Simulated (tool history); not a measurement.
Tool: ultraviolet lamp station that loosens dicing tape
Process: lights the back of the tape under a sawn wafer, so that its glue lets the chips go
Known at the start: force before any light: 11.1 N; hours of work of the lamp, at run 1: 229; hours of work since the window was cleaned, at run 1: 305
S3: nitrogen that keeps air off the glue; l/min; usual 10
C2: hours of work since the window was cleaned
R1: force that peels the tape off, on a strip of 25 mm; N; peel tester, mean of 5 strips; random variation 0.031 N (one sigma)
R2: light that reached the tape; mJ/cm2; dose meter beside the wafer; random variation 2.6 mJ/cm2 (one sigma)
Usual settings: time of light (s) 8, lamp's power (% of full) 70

run 1 hour=0.0 | time_of_light_(s)=8 lamp's_power_(%_of_full)=70 S3=10 | hours_of_work_of_the_lamp=229 C2=305 | R1=1.962 R2=285
run 2 hour=7.3 | time_of_light_(s)=8 lamp's_power_(%_of_full)=70 S3=3 | hours_of_work_of_the_lamp=234 C2=310 | R1=3.258 R2=284
run 3 hour=13.7 | time_of_light_(s)=7 lamp's_power_(%_of_full)=70 S3=10 | hours_of_work_of_the_lamp=238 C2=314 | R1=2.381 R2=246
run 4 hour=22.1 | time_of_light_(s)=7 lamp's_power_(%_of_full)=70 S3=10 | hours_of_work_of_the_lamp=244 C2=319 | R1=2.316 R2=249
run 5 hour=30.7 | time_of_light_(s)=7 lamp's_power_(%_of_full)=70 S3=10 | hours_of_work_of_the_lamp=249 C2=325 | R1=2.419 R2=249
run 6 hour=42.9 | time_of_light_(s)=8 lamp's_power_(%_of_full)=70 S3=6 | hours_of_work_of_the_lamp=257 C2=333 | R1=2.306 R2=283
run 7 hour=52.3 | time_of_light_(s)=4 lamp's_power_(%_of_full)=70 S3=10 | hours_of_work_of_the_lamp=264 C2=339 | R1=4.606 R2=143
run 8 hour=63.1 | time_of_light_(s)=4 lamp's_power_(%_of_full)=70 S3=10 | hours_of_work_of_the_lamp=271 C2=346 | R1=4.482 R2=141
run 9 hour=71.5 | time_of_light_(s)=4 lamp's_power_(%_of_full)=70 S3=10 | hours_of_work_of_the_lamp=276 C2=352 | R1=4.459 R2=141
run 10 hour=83.8 | time_of_light_(s)=4 lamp's_power_(%_of_full)=70 S3=10 | hours_of_work_of_the_lamp=285 C2=360 | R1=4.740 R2=140
run 11 hour=89.9 | time_of_light_(s)=4 lamp's_power_(%_of_full)=70 S3=10 | hours_of_work_of_the_lamp=289 C2=364 | R1=4.550 R2=141
run 12 hour=103.7 | time_of_light_(s)=4 lamp's_power_(%_of_full)=70 S3=10 | hours_of_work_of_the_lamp=298 C2=373 | R1=4.608 R2=139
run 13 hour=116.2 | time_of_light_(s)=8 lamp's_power_(%_of_full)=70 S3=10 | hours_of_work_of_the_lamp=306 C2=382 | R1=2.033 R2=276
run 14 hour=122.5 | time_of_light_(s)=8 lamp's_power_(%_of_full)=70 S3=10 | hours_of_work_of_the_lamp=310 C2=386 | R1=1.905 R2=281
run 15 hour=135.3 | time_of_light_(s)=8 lamp's_power_(%_of_full)=70 S3=10 | hours_of_work_of_the_lamp=319 C2=394 | R1=1.996 R2=279
run 16 hour=145.8 | time_of_light_(s)=8 lamp's_power_(%_of_full)=70 S3=10 | hours_of_work_of_the_lamp=325 C2=401 | R1=2.019 R2=278
run 17 hour=156.4 | time_of_light_(s)=8 lamp's_power_(%_of_full)=70 S3=10 | hours_of_work_of_the_lamp=332 C2=408 | R1=2.000 R2=271
run 18 hour=164.5 | time_of_light_(s)=8 lamp's_power_(%_of_full)=70 S3=10 | hours_of_work_of_the_lamp=338 C2=413 | R1=1.932 R2=274
run 19 hour=176.5 | time_of_light_(s)=4 lamp's_power_(%_of_full)=70 S3=10 | hours_of_work_of_the_lamp=346 C2=421 | R1=4.677 R2=136
run 20 hour=186.1 | time_of_light_(s)=4 lamp's_power_(%_of_full)=70 S3=10 | hours_of_work_of_the_lamp=352 C2=428 | R1=4.565 R2=133
run 21 hour=192.2 | time_of_light_(s)=4 lamp's_power_(%_of_full)=70 S3=10 | hours_of_work_of_the_lamp=356 C2=432 | R1=4.789 R2=137
run 22 hour=198.4 | time_of_light_(s)=8 lamp's_power_(%_of_full)=70 S3=10 | hours_of_work_of_the_lamp=360 C2=436 | R1=1.980 R2=269
run 23 hour=210.8 | time_of_light_(s)=8 lamp's_power_(%_of_full)=70 S3=10 | hours_of_work_of_the_lamp=368 C2=444 | R1=2.080 R2=270
run 24 hour=223.3 | time_of_light_(s)=6 lamp's_power_(%_of_full)=79 S3=8 | hours_of_work_of_the_lamp=377 C2=452 | R1=2.937 R2=230
run 25 hour=231.7 | time_of_light_(s)=6 lamp's_power_(%_of_full)=79 S3=8 | hours_of_work_of_the_lamp=382 C2=458 | R1=2.884 R2=230
run 26 hour=237.5 | time_of_light_(s)=6 lamp's_power_(%_of_full)=79 S3=8 | hours_of_work_of_the_lamp=386 C2=462 | R1=2.826 R2=229
run 27 hour=243.3 | time_of_light_(s)=6 lamp's_power_(%_of_full)=63 S3=14 | hours_of_work_of_the_lamp=390 C2=466 | R1=3.176 R2=181
run 28 hour=256.9 | time_of_light_(s)=5 lamp's_power_(%_of_full)=98 S3=3 | hours_of_work_of_the_lamp=399 C2=475 | R1=4.059 R2=232
-- hour=261.3 window cleaned of glue's vapour
run 29 hour=267.8 | time_of_light_(s)=7 lamp's_power_(%_of_full)=99 S3=4 | hours_of_work_of_the_lamp=406 C2=4 | R1=1.998 R2=367
run 30 hour=281.4 | time_of_light_(s)=7 lamp's_power_(%_of_full)=99 S3=4 | hours_of_work_of_the_lamp=415 C2=13 | R1=2.010 R2=370
run 31 hour=293.5 | time_of_light_(s)=7 lamp's_power_(%_of_full)=99 S3=4 | hours_of_work_of_the_lamp=423 C2=21 | R1=1.993 R2=369
run 32 hour=306.3 | time_of_light_(s)=16 lamp's_power_(%_of_full)=84 S3=11 | hours_of_work_of_the_lamp=431 C2=30 | R1=0.190 R2=715
run 33 hour=315.0 | time_of_light_(s)=16 lamp's_power_(%_of_full)=61 S3=9 | hours_of_work_of_the_lamp=437 C2=36 | R1=0.560 R2=510
run 34 hour=323.9 | time_of_light_(s)=8 lamp's_power_(%_of_full)=87 S3=8 | hours_of_work_of_the_lamp=443 C2=41 | R1=1.347 R2=365
run 35 hour=330.4 | time_of_light_(s)=4 lamp's_power_(%_of_full)=60 S3=10 | hours_of_work_of_the_lamp=447 C2=46 | R1=5.242 R2=127
run 36 hour=342.6 | time_of_light_(s)=13 lamp's_power_(%_of_full)=63 S3=6 | hours_of_work_of_the_lamp=455 C2=54 | R1=1.176 R2=428
run 37 hour=353.6 | time_of_light_(s)=13 lamp's_power_(%_of_full)=63 S3=6 | hours_of_work_of_the_lamp=462 C2=61 | R1=1.189 R2=426
run 38 hour=366.1 | time_of_light_(s)=13 lamp's_power_(%_of_full)=67 S3=8 | hours_of_work_of_the_lamp=471 C2=69 | R1=0.829 R2=453
run 39 hour=372.1 | time_of_light_(s)=13 lamp's_power_(%_of_full)=63 S3=8 | hours_of_work_of_the_lamp=475 C2=73 | R1=0.968 R2=426
run 40 hour=380.7 | time_of_light_(s)=13 lamp's_power_(%_of_full)=63 S3=8 | hours_of_work_of_the_lamp=480 C2=79 | R1=0.947 R2=432
run 41 hour=392.0 | time_of_light_(s)=9 lamp's_power_(%_of_full)=64 S3=8 | hours_of_work_of_the_lamp=488 C2=86 | R1=1.962 R2=299
run 42 hour=405.4 | time_of_light_(s)=6 lamp's_power_(%_of_full)=68 S3=7 | hours_of_work_of_the_lamp=497 C2=95 | R1=3.349 R2=212
run 43 hour=419.1 | time_of_light_(s)=6 lamp's_power_(%_of_full)=91 S3=7 | hours_of_work_of_the_lamp=506 C2=104 | R1=2.329 R2=279

Hidden state or all else? Some run-to-run changes of R1, split into what the settings, what came in and random variation would give without the hidden state, and what is left for the hidden state (with any gauge scatter that isn't in both results):
The hidden state here: lamp's light, % of a new lamp's; light that the window lets through, % of a clean one's; drift of the gauge itself on peel_n, %; drift of the gauge itself on dose_mj_cm2, %.
Run 18 -> 19: time of light (s) 8 -> 4. R1 +2.745 N: hidden state +0.157, all else +2.588.
Run 21 -> 22: time of light (s) 4 -> 8. R1 -2.809 N: hidden state -0.152, all else -2.657.
Run 28 -> 29: time of light (s) 5 -> 7, lamp's power (% of full) 98 -> 99, S3 3 -> 4, window cleaned of glue's vapour. R1 -2.061 N: hidden state -0.479, all else -1.582.
Run 31 -> 32: time of light (s) 7 -> 16, lamp's power (% of full) 99 -> 84, S3 4 -> 11. R1 -1.803 N: hidden state -0.202, all else -1.601.
Run 34 -> 35: time of light (s) 8 -> 4, lamp's power (% of full) 87 -> 60, S3 8 -> 10. R1 +3.895 N: hidden state +0.126, all else +3.769.
Run 35 -> 36: time of light (s) 4 -> 13, lamp's power (% of full) 60 -> 63, S3 10 -> 6. R1 -4.066 N: hidden state -0.132, all else -3.934.
